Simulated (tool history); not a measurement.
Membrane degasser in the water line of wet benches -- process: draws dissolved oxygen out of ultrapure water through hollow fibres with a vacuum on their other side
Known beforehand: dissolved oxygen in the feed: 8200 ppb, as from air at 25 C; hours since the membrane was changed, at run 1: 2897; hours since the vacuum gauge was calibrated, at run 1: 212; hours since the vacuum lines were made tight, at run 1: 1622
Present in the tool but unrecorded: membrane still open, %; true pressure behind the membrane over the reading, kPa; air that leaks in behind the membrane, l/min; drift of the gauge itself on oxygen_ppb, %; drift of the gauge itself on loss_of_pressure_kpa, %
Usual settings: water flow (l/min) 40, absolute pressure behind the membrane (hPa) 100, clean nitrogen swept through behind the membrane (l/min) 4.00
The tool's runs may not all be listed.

run     day  water flow (l/min)  absolute pressure behind the membrane (hPa)  clean nitrogen swept through behind the membrane (l/min)  hours since the membrane was changed  hours since the vacuum gauge was calibrated  hours since the vacuum lines were made tight  dissolved oxygen in the water behind the degasser (ppb)  pressure that the water loses in the fibres (hPa)
  1   0.000                  40                                          100                                                      4.00                                  2897                                          212                                          1622                                                    206.4                                              297.2
  2   1.771                  40                                          100                                                      4.00                                  2939                                          255                                          1664                                                    207.1                                              299.4
  3   5.062                  40                                           64                                                      4.00                                  3018                                          334                                          1743                                                    124.3                                              298.9
  4   8.083                  40                                           64                                                      4.00                                  3091                                          406                                          1816                                                    127.4                                              302.5
  5  10.171                  49                                          100                                                      4.00                                  3141                                          456                                          1866                                                    267.0                                              371.1
  6  12.242                  29                                          100                                                      4.00                                  3190                                          506                                          1916                                                    139.2                                              217.3
  7  15.488                  29                                          100                                                      4.00                                  3268                                          584                                          1993                                                    138.1                                              217.7
  8  17.667                  29                                          100                                                      4.00                                  3321                                          636                                          2046                                                    135.8                                              218.9
  9  20.900                  29                                          100                                                      4.00                                  3398                                          714                                          2123                                                    139.9                                              216.3
 10  23.879                  40                                          100                                                      4.00                                  3470                                          785                                          2195                                                    205.7                                              300.4
 11  25.638                  40                                          100                                                      4.00                                  3512                                          828                                          2237                                                    210.4                                              302.7
 12  27.592                  40                                          100                                                      4.00                                  3559                                          874                                          2284                                                    214.8                                              303.4
 13  31.071                  40                                          122                                                      4.00                                  3642                                          958                                          2367                                                    258.9                                              301.1
 14  33.450                  40                                          100                                                      4.00                                  3699                                         1015                                          2424                                                    209.7                                              303.9
 15  35.454                  40                                          100                                                      4.00                                  3748                                         1063                                          2473                                                    208.9                                              302.4
 16  36.925                  40                                          100                                                      4.00                                  3783                                         1098                                          2508                                                    210.8                                              300.4
 17  38.796                  31                                          100                                                      4.00                                  3828                                         1143                                          2553                                                    150.6                                              234.1
 18  40.729                  33                                          100                                                      3.09                                  3874                                         1190                                          2599                                                    198.4                                              247.0
 19  43.638                  46                                          110                                                      2.57                                  3944                                         1260                                          2669                                                    376.0                                              349.5
 20  46.546                  40                                          242                                                      3.62                                  4014                                         1329                                          2739                                                    567.2                                              301.2
 21  48.050                  43                                          117                                                      3.48                                  4050                                         1365                                          2775                                                    296.2                                              328.5
 22  51.475                  43                                          117                                                      3.48                                  4132                                         1448                                          2857                                                    303.3                                              323.6
 23  53.642                  45                                          142                                                      7.27                                  4184                                         1500                                          2909                                                    231.1                                              342.2
 24  57.000                  45                                          142                                                      4.15                                  4265                                         1580                                          2990                                                    337.7                                              344.4
 25  59.854                  45                                          142                                                      7.74                                  4333                                         1649                                          3058                                                    220.5                                              339.1
 26  61.908                  45                                          142                                                      7.74                                  4382                                         1698                                          3108                                                    223.6                                              339.4
 27  65.225                  45                                          142                                                      7.74                                  4462                                         1778                                          3187                                                    223.7                                              341.7
 28  68.738                  34                                          100                                                      5.11                                  4546                                         1862                                          3271                                                    142.7                                              258.3
 29  71.788                  44                                          100                                                      4.10                                  4620                                         1935                                          3345                                                    236.4                                              335.0
 30  73.317                  44                                          100                                                      4.10                                  4656                                         1972                                          3381                                                    236.3                                              332.6
 31  74.767                  33                                          144                                                     11.03                                  4691                                         2007                                          3416                                                    114.5                                              252.6

Alternative continuations, all from the tool just after run 31; predict every row:
  A  77.117                  40                                           90                                                      8.92                                  4747                                         2063                                          3473                                                        ?                                                  ?
  B  77.117                  40                                          108                                                      4.83                                  4747                                         2063                                          3473                                                        ?                                                  ?
  C  77.117                  51                                          246                                                     10.93                                  4747                                         2063                                          3473                                                        ?                                                  ?
  D  77.117                  37                                          162                                                      1.94                                  4747                                         2063                                          3473                                                        ?                                                  ?

run  dissolved oxygen in the water behind the degasser (ppb)  pressure that the water loses in the fibres (hPa)
  A                                                    116.1                                              304.0
  B                                                    203.3                                              302.7
  C                                                    330.4                                              386.6
  D                                                    564.3                                              285.4
Stripped of hidden state, with their random variation kept, the same runs would have yielded:
run  dissolved oxygen in the water behind the degasser (ppb)  pressure that the water loses in the fibres (hPa)
  A                                                    107.9                                              295.6
  B                                                    194.0                                              294.4
  C                                                    317.9                                              375.9
  D                                                    553.8                                              277.7
